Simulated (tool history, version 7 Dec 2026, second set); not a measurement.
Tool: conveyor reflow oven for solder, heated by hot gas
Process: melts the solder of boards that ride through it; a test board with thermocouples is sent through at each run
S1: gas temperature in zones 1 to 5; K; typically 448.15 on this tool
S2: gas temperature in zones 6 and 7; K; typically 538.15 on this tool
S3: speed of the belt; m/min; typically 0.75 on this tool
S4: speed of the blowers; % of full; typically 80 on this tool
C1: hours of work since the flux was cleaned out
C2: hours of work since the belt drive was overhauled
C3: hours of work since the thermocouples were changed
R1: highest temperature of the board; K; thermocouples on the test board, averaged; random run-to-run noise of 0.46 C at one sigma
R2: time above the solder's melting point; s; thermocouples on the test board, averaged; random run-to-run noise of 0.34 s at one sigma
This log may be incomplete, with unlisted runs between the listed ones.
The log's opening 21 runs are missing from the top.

run,hour,S1,S2,S3,S4,C1,C2,C3,R1,R2
22,477.4,437.15,539.15,0.895,80,16,878,293,516.25,30.9
23,495.1,437.15,539.15,0.895,80,26,888,303,516.75,31.2
24,512.8,438.15,543.15,0.827,80,36,898,313,521.55,39.4
25,538.5,438.15,538.15,0.824,80,50,913,327,517.75,36.8
26,551.7,438.15,538.15,0.824,80,57,920,335,518.25,36
27,565.7,438.15,538.15,0.824,80,65,928,343,517.45,36
28,580.1,438.15,538.15,0.824,80,73,936,351,518.25,36
29,602.8,451.15,538.15,0.75,80,86,949,363,523.25,49
30,623.9,451.15,538.15,0.75,80,98,960,375,523.65,49
31,650,451.15,538.15,0.85,80,113,975,390,519.05,39.6

Branching from run 31: 3 alternative next runs. What would each branch give?
A,663.4,448.15,538.15,0.636,80,120,983,397,?,?
B,663.4,448.15,538.15,0.633,80,120,983,397,?,?
C,663.4,451.15,532.15,0.776,80,120,983,397,?,?

run,R1,R2
A,527.05,60.3
B,526.95,60.4
C,517.25,42
With the hidden condition removed and each run's random variation left untouched, the same runs would have given:
run,R1,R2
A,528.15,59.9
B,528.05,60
C,518.35,42.1

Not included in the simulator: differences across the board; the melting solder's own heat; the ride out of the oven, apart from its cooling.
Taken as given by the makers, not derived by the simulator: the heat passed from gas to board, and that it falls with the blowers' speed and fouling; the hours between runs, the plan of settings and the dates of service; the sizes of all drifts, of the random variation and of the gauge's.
